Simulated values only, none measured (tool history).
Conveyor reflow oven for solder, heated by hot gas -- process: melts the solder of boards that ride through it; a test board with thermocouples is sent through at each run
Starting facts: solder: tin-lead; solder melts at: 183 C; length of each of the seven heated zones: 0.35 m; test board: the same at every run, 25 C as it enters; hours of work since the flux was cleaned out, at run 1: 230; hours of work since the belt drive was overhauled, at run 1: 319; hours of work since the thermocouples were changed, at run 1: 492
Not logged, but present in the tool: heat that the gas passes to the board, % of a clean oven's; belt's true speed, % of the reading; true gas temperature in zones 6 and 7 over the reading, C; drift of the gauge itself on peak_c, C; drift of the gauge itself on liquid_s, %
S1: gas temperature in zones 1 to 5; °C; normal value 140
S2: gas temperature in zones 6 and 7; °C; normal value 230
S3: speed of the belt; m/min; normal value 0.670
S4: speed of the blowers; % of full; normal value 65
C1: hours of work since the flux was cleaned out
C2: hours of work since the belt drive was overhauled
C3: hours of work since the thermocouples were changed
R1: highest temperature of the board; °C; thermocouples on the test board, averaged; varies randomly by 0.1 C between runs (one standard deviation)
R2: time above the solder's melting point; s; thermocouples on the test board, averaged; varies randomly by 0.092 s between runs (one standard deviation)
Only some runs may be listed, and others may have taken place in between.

run,hour,S1,S2,S3,S4,C1,C2,C3,R1,R2
1,0.0,140,230,0.670,65,230,319,492,211.4,42.63
2,37.6,140,230,0.670,65,253,342,515,211.4,42.72
3,100.2,140,230,0.670,65,292,381,553,211.1,42.67
4,146.5,140,230,0.670,65,320,409,582,211.2,42.75
5,190.5,140,230,0.670,65,348,436,609,211.3,42.72
# hour 205.8: flux residue cleaned out of gas plates and filters
6,228.4,140,230,0.670,65,14,457,629,211.1,42.87
7,294.6,140,227,0.670,65,55,497,670,208.8,40.71
8,365.0,140,227,0.670,65,98,541,714,208.7,40.88
9,404.8,140,227,0.670,65,123,565,738,208.7,40.80
10,444.7,140,227,0.670,65,147,590,763,208.7,40.79
11,514.4,140,218,0.670,65,190,633,806,201.4,33.76
12,557.0,140,218,0.670,65,217,659,832,201.4,33.87
13,614.7,140,218,0.670,65,252,695,868,201.2,33.96
14,661.1,140,218,0.670,65,281,723,896,201.4,33.82
15,706.2,140,218,0.670,59,309,751,924,199.6,31.16
16,736.1,140,230,0.692,65,327,770,943,210.3,40.44
# hour 782.4: flux residue cleaned out of gas plates and filters
17,789.1,142,227,0.561,61,4,799,972,213.2,54.83
18,822.1,142,227,0.561,61,25,820,993,213.3,54.63
19,868.4,142,242,0.561,88,53,848,1021,232.7,67.35
20,933.8,142,242,0.561,88,93,889,1061,232.7,67.33
21,993.2,140,230,0.670,88,130,925,1098,217.3,48.10
22,1061.1,140,230,0.670,88,172,967,1140,217.2,48.24
# hour 1121.5: thermocouples of zones 6 and 7 changed
23,1131.7,147,219,0.670,65,214,1009,6,203.6,38.55
24,1167.4,140,238,0.612,65,236,1031,28,220.9,54.65
25,1238.0,140,230,0.631,65,280,1075,72,213.2,47.45
26,1277.2,140,230,0.631,65,304,1099,96,213.1,47.41
27,1336.1,140,230,0.709,65,340,1135,132,209.4,38.49
# hour 1360.5: flux residue cleaned out of gas plates and filters
28,1381.6,140,230,0.778,79,13,1160,157,210.4,36.26
29,1453.8,140,230,0.778,79,57,1205,202,210.6,36.17

Hidden state at the last listed run before each entry between runs and at the first one after, where it differs:
Runs 5 to 6: flux residue cleaned out of gas plates and filters (hour 205.8)
  heat that the gas passes to the board, % of a clean oven's: 99.8 -> 100; true gas temperature in zones 6 and 7 over the reading, C: 0.03 -> 0.04
Runs 16 to 17: flux residue cleaned out of gas plates and filters (hour 782.4)
  heat that the gas passes to the board, % of a clean oven's: 99.8 -> 100
Runs 22 to 23: thermocouples of zones 6 and 7 changed (hour 1121.5)
  true gas temperature in zones 6 and 7 over the reading, C: 0.06 -> -0.01
Runs 27 to 28: flux residue cleaned out of gas plates and filters (hour 1360.5)
  heat that the gas passes to the board, % of a clean oven's: 99.8 -> 100
